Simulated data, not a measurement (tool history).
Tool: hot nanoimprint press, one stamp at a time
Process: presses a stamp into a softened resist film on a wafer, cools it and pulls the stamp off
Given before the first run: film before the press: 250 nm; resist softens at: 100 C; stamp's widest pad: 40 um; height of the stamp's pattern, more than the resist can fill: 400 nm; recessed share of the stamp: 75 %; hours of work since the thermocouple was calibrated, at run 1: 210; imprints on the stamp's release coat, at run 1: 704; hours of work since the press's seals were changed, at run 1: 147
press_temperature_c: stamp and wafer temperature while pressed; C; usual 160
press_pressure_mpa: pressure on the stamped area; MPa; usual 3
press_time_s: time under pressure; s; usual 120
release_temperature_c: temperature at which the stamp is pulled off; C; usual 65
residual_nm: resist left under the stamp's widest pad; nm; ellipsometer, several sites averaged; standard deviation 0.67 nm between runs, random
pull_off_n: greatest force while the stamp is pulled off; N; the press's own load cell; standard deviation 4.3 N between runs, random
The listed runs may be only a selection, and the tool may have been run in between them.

run,hour,press_temperature_c,press_pressure_mpa,press_time_s,release_temperature_c,hours of work since the thermocouple was calibrated,imprints on the stamp's release coat,hours of work since the press's seals were changed,residual_nm,pull_off_n
1,0,160,3,120,65,210,704,147,113.7,241
2,6,160,3,120,65,213,718,149,114.8,245
3,15,160,3,120,65,217,739,153,113.6,253
4,23.9,160,3,120,65,220,761,157,114.8,258
5,34.1,160,3,120,65,225,785,161,114,263
6,42,160,3,120,65,228,804,165,114.5,246
7,53.5,160,3,120,65,233,831,170,115.2,252
8,59.7,160,3,120,65,236,846,172,114,259
9,66.3,160,3.85,120,65,239,862,175,102,248
10,76.3,160,3.85,66,65,243,886,179,128.2,255
11,87.3,160,3,120,57,248,912,184,115.1,323
12,94.2,160,3,120,60,250,928,187,113.3,292
13,99.7,160,3,72,65,253,941,189,138.2,258
14,111.9,160,3,72,65,258,970,194,137.6,257
15,120.4,160,3,72,65,262,991,198,138.4,259
16,126,160,3,72,65,264,1004,200,137.5,267
17,135.6,160,3,120,57,268,1027,205,116,321
18,142.5,160,3,120,57,271,1043,208,115,327
19,151.9,164,3.19,79,68,275,1066,212,106.8,249
20,158.8,160,2.88,120,58,278,1082,215,118.1,311
21,166.5,160,2.88,120,58,281,1100,218,117.3,336
22,177.1,160,2.88,120,58,286,1126,222,117.6,324
23,187.7,160,2.88,120,58,290,1151,227,118.1,328
24,198,172,3,120,50,295,1175,231,60.3,380
25,209.1,172,4.37,120,63,300,1202,236,49.7,284
26,217.6,172,4.37,84,63,303,1222,240,57.9,287
27,224.6,172,4.37,84,62,306,1239,243,57.7,305
28,231.1,159,3.57,100,56,309,1254,245,121.6,350
29,239,154,2.76,137,57,312,1273,249,156.5,345

Some steps in residual_nm, run to run, broken into two amounts with sign: the step expected even without the hidden condition (settings, incoming material, random variation), and the rest, left for the hidden condition together with whatever gauge scatter is not in both the measured and the hidden-condition-free result:
The tool's hidden condition here consists of: true temperature over the reading, C; pressure that arrives at the usual setting, %; grip of the stamp's worn release coat, % over a new coat's; drift of the gauge itself on residual_nm, %; drift of the gauge itself on pull_off_n, %.
Run 23 -> 24: press_temperature_c 160 -> 172, press_pressure_mpa 2.88 -> 3, release_temperature_c 58 -> 50. residual_nm -57.8 nm: hidden state -4.2, all else -53.6.
Run 27 -> 28: press_temperature_c 172 -> 159, press_pressure_mpa 4.37 -> 3.57, press_time_s 84 -> 100, release_temperature_c 62 -> 56. residual_nm +63.9 nm: hidden state +4.8, all else +59.1.

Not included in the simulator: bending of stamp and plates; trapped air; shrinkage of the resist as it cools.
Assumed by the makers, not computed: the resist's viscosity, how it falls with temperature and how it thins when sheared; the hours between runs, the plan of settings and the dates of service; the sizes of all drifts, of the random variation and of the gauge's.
